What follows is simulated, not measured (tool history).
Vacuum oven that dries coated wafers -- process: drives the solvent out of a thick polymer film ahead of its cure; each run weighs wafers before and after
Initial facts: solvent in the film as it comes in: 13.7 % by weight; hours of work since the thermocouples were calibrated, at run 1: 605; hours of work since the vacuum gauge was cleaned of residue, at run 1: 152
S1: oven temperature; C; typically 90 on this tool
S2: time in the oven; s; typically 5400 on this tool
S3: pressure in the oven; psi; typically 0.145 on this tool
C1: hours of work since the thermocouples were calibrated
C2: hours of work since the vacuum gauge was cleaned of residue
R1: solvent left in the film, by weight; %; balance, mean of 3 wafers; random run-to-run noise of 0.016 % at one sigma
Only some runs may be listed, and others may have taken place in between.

run	hour	S1	S2	S3	C1	C2	R1
1	0	90	5400	0.145	605	152	1.11
2	8.4	90	5400	0.145	612	158	1.15
3	22.2	90	5400	0.145	622	169	1.15
4	35.1	76	5400	0.145	632	179	4.49
5	45.4	76	5400	0.145	640	186	4.48
6	55.6	76	5400	0.145	648	194	4.47
7	62.7	76	5400	0.145	653	200	4.46
8	76.2	100	3900	0.193	664	210	0.7
9	89.6	100	3900	0.193	674	220	0.69
10	99.1	90	2820	0.126	681	228	2.77

Below are 3 alternative next runs, each starting from the tool's condition after run 10. Predict each:
A	107.1	92	2820	0.36	688	234	?
B	107.1	80	2820	0.261	688	234	?
C	107.1	75	2820	0.126	688	234	?

run	R1
A	3.05
B	6.08
C	7.02
Without the tool's unlogged condition, the same runs would have read:
run	R1
A	3.05
B	6.08
C	7.03
